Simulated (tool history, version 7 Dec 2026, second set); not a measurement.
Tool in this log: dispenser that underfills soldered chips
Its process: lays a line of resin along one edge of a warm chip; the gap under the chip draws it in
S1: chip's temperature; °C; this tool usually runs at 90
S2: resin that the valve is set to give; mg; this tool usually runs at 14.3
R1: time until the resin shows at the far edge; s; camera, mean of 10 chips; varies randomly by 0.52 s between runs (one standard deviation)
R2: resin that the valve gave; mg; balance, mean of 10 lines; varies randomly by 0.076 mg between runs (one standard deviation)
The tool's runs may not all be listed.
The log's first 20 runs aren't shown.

run 21 hour=77.2 | S1=90 S2=15.1 | R1=75.3 R2=15.05
-- hour=79.5 new syringe of resin
run 22 hour=81.4 | S1=104 S2=17.0 | R1=31.8 R2=16.98
run 23 hour=85.8 | S1=104 S2=18.5 | R1=41.9 R2=18.30
run 24 hour=89.6 | S1=104 S2=16.3 | R1=50.2 R2=16.19
-- hour=92.0 new syringe of resin
run 25 hour=93.0 | S1=98 S2=15.8 | R1=35.5 R2=15.57
run 26 hour=96.8 | S1=98 S2=15.8 | R1=44.1 R2=15.46
run 27 hour=99.1 | S1=98 S2=15.8 | R1=50.1 R2=15.62
run 28 hour=102.1 | S1=85 S2=13.6 | R1=88.2 R2=13.41
-- hour=104.3 new syringe of resin
run 29 hour=107.6 | S1=98 S2=16.3 | R1=42.1 R2=16.00
run 30 hour=110.6 | S1=98 S2=16.3 | R1=49.2 R2=15.81
run 31 hour=115.9 | S1=98 S2=16.3 | R1=68.5 R2=15.80
-- hour=117.1 new syringe of resin
run 32 hour=118.8 | S1=76 S2=18.5 | R1=68.1 R2=17.93
run 33 hour=123.7 | S1=76 S2=18.5 | R1=92.4 R2=17.86

Below are 5 alternative next runs, each starting from the tool's condition after run 33. Predict each:
run A hour=128.8 | S1=104 S2=18.3 | R1=? R2=?
run B hour=128.8 | S1=75 S2=12.8 | R1=? R2=?
run C hour=128.8 | S1=86 S2=16.7 | R1=? R2=?
run D hour=128.8 | S1=77 S2=12.9 | R1=? R2=?
run E hour=128.8 | S1=90 S2=14.6 | R1=? R2=?

run=A R1=55.1 R2=17.57
run=B R1=135.7 R2=12.40
run=C R1=91.0 R2=16.04
run=D R1=125.5 R2=12.52
run=E R1=82.5 R2=14.08
The same runs, with their run-to-run variation unchanged, on a tool lacking any hidden condition would have given:
run=A R1=27.9 R2=18.17
run=B R1=68.3 R2=12.82
run=C R1=46.3 R2=16.58
run=D R1=63.2 R2=12.94
run=E R1=41.8 R2=14.56
